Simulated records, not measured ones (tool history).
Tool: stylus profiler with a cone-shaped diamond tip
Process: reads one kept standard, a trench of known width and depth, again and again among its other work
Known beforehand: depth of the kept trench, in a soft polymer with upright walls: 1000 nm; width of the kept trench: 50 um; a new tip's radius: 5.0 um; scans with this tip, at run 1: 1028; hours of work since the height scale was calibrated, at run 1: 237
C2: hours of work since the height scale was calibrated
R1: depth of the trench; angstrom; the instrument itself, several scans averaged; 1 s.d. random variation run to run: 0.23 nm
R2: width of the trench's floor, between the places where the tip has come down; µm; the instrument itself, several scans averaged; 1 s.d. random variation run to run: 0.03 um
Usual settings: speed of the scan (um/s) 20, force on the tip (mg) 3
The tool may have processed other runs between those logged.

run 1 hour=0 | speed_of_the_scan_(um/s)=20 force_on_the_tip_(mg)=3 | scans_with_this_tip=1028 C2=237 | R1=10190.9 R2=43.55
run 2 hour=36.3 | speed_of_the_scan_(um/s)=20 force_on_the_tip_(mg)=3 | scans_with_this_tip=1137 C2=262 | R1=10189.8 R2=43.41
run 3 hour=70.1 | speed_of_the_scan_(um/s)=20 force_on_the_tip_(mg)=3 | scans_with_this_tip=1238 C2=285 | R1=10187.9 R2=43.38
run 4 hour=88.5 | speed_of_the_scan_(um/s)=20 force_on_the_tip_(mg)=3 | scans_with_this_tip=1293 C2=298 | R1=10189.7 R2=43.33
run 5 hour=113.3 | speed_of_the_scan_(um/s)=9 force_on_the_tip_(mg)=3 | scans_with_this_tip=1367 C2=315 | R1=10187.2 R2=43.37
run 6 hour=151.5 | speed_of_the_scan_(um/s)=20 force_on_the_tip_(mg)=4.12 | scans_with_this_tip=1482 C2=341 | R1=10235.2 R2=43.31
run 7 hour=186.7 | speed_of_the_scan_(um/s)=20 force_on_the_tip_(mg)=4.12 | scans_with_this_tip=1587 C2=366 | R1=10231.1 R2=43.23
run 8 hour=204.9 | speed_of_the_scan_(um/s)=20 force_on_the_tip_(mg)=3 | scans_with_this_tip=1642 C2=378 | R1=10192.6 R2=43.25
run 9 hour=235.1 | speed_of_the_scan_(um/s)=20 force_on_the_tip_(mg)=3 | scans_with_this_tip=1733 C2=399 | R1=10195.7 R2=43.07
run 10 hour=261 | speed_of_the_scan_(um/s)=20 force_on_the_tip_(mg)=3 | scans_with_this_tip=1810 C2=417 | R1=10190.6 R2=43.08
run 11 hour=283.3 | speed_of_the_scan_(um/s)=20 force_on_the_tip_(mg)=3 | scans_with_this_tip=1877 C2=432 | R1=10189.8 R2=43.07
-- hour=286.6 height scale calibrated on a step standard
run 12 hour=316.8 | speed_of_the_scan_(um/s)=20 force_on_the_tip_(mg)=3 | scans_with_this_tip=1976 C2=21 | R1=10199 R2=43.02
run 13 hour=340.9 | speed_of_the_scan_(um/s)=20 force_on_the_tip_(mg)=3 | scans_with_this_tip=2048 C2=37 | R1=10202.4 R2=42.95
run 14 hour=368 | speed_of_the_scan_(um/s)=20 force_on_the_tip_(mg)=3 | scans_with_this_tip=2130 C2=56 | R1=10198.5 R2=42.95
run 15 hour=399 | speed_of_the_scan_(um/s)=5 force_on_the_tip_(mg)=3 | scans_with_this_tip=2222 C2=78 | R1=10198.5 R2=43.01
run 16 hour=426.1 | speed_of_the_scan_(um/s)=5 force_on_the_tip_(mg)=3 | scans_with_this_tip=2304 C2=96 | R1=10200.7 R2=42.94
run 17 hour=461.5 | speed_of_the_scan_(um/s)=5 force_on_the_tip_(mg)=3 | scans_with_this_tip=2410 C2=121 | R1=10199.6 R2=42.88
-- hour=479.7 height scale calibrated on a step standard, once more
run 18 hour=480.1 | speed_of_the_scan_(um/s)=5 force_on_the_tip_(mg)=3 | scans_with_this_tip=2464 C2=0 | R1=10175.1 R2=42.89
run 19 hour=496 | speed_of_the_scan_(um/s)=20 force_on_the_tip_(mg)=3 | scans_with_this_tip=2512 C2=11 | R1=10174.2 R2=42.79
run 20 hour=526.3 | speed_of_the_scan_(um/s)=20 force_on_the_tip_(mg)=3 | scans_with_this_tip=2603 C2=32 | R1=10175.7 R2=42.76
run 21 hour=556.8 | speed_of_the_scan_(um/s)=20 force_on_the_tip_(mg)=3 | scans_with_this_tip=2694 C2=53 | R1=10176.7 R2=42.74
run 22 hour=591.5 | speed_of_the_scan_(um/s)=20 force_on_the_tip_(mg)=3 | scans_with_this_tip=2798 C2=77 | R1=10180.3 R2=42.64
run 23 hour=625.7 | speed_of_the_scan_(um/s)=20 force_on_the_tip_(mg)=3 | scans_with_this_tip=2901 C2=101 | R1=10178.8 R2=42.61
run 24 hour=657.2 | speed_of_the_scan_(um/s)=20 force_on_the_tip_(mg)=3.14 | scans_with_this_tip=2995 C2=123 | R1=10186 R2=42.6
run 25 hour=686.1 | speed_of_the_scan_(um/s)=20 force_on_the_tip_(mg)=3.14 | scans_with_this_tip=3082 C2=143 | R1=10185 R2=42.57
run 26 hour=719.2 | speed_of_the_scan_(um/s)=15 force_on_the_tip_(mg)=1.27 | scans_with_this_tip=3181 C2=165 | R1=10102.4 R2=42.51
run 27 hour=748.4 | speed_of_the_scan_(um/s)=11 force_on_the_tip_(mg)=5.95 | scans_with_this_tip=3269 C2=186 | R1=10285 R2=42.47
run 28 hour=775.1 | speed_of_the_scan_(um/s)=41 force_on_the_tip_(mg)=1.57 | scans_with_this_tip=3348 C2=204 | R1=10117.8 R2=42.22
run 29 hour=795.2 | speed_of_the_scan_(um/s)=54 force_on_the_tip_(mg)=7.58 | scans_with_this_tip=3409 C2=218 | R1=10334.4 R2=42.33
run 30 hour=811.8 | speed_of_the_scan_(um/s)=60 force_on_the_tip_(mg)=5.08 | scans_with_this_tip=3459 C2=229 | R1=10253 R2=42.27
run 31 hour=843.8 | speed_of_the_scan_(um/s)=20 force_on_the_tip_(mg)=1.08 | scans_with_this_tip=3554 C2=251 | R1=10090.6 R2=42.25
run 32 hour=869.8 | speed_of_the_scan_(um/s)=20 force_on_the_tip_(mg)=1.08 | scans_with_this_tip=3632 C2=269 | R1=10096.2 R2=42.19
run 33 hour=891.2 | speed_of_the_scan_(um/s)=20 force_on_the_tip_(mg)=1.08 | scans_with_this_tip=3697 C2=284 | R1=10093.6 R2=42.17
run 34 hour=925.7 | speed_of_the_scan_(um/s)=20 force_on_the_tip_(mg)=1.08 | scans_with_this_tip=3800 C2=308 | R1=10099.6 R2=42.17
run 35 hour=942.6 | speed_of_the_scan_(um/s)=20 force_on_the_tip_(mg)=1.08 | scans_with_this_tip=3851 C2=320 | R1=10097 R2=42.12
run 36 hour=958.1 | speed_of_the_scan_(um/s)=40 force_on_the_tip_(mg)=1.54 | scans_with_this_tip=3897 C2=330 | R1=10120.7 R2=41.98
run 37 hour=981.3 | speed_of_the_scan_(um/s)=40 force_on_the_tip_(mg)=1.54 | scans_with_this_tip=3967 C2=346 | R1=10115.9 R2=41.97
run 38 hour=1005.9 | speed_of_the_scan_(um/s)=20 force_on_the_tip_(mg)=4.85 | scans_with_this_tip=4041 C2=363 | R1=10252.7 R2=42.12
run 39 hour=1029.6 | speed_of_the_scan_(um/s)=9 force_on_the_tip_(mg)=2.6 | scans_with_this_tip=4111 C2=380 | R1=10167.2 R2=42.21
run 40 hour=1067.2 | speed_of_the_scan_(um/s)=9 force_on_the_tip_(mg)=6.42 | scans_with_this_tip=4224 C2=406 | R1=10301.6 R2=42.09
run 41 hour=1089.2 | speed_of_the_scan_(um/s)=18 force_on_the_tip_(mg)=4.09 | scans_with_this_tip=4290 C2=421 | R1=10222.5 R2=42.08

3 ways to go on from here, each from the tool as it stands after run 41. What would each give?
run A hour=1127.6 | speed_of_the_scan_(um/s)=50 force_on_the_tip_(mg)=4.09 | scans_with_this_tip=4405 C2=447 | R1=? R2=?
run B hour=1127.6 | speed_of_the_scan_(um/s)=20 force_on_the_tip_(mg)=1.98 | scans_with_this_tip=4405 C2=447 | R1=? R2=?
run C hour=1127.6 | speed_of_the_scan_(um/s)=25 force_on_the_tip_(mg)=4.51 | scans_with_this_tip=4405 C2=447 | R1=? R2=?

run=A R1=10225.5 R2=41.88
run=B R1=10144.7 R2=41.97
run=C R1=10242.9 R2=41.99
With the hidden condition removed and each run's random variation left untouched, the same runs would have given:
run=A R1=10218.2 R2=43.8
run=B R1=10137.4 R2=43.89
run=C R1=10235.5 R2=43.91
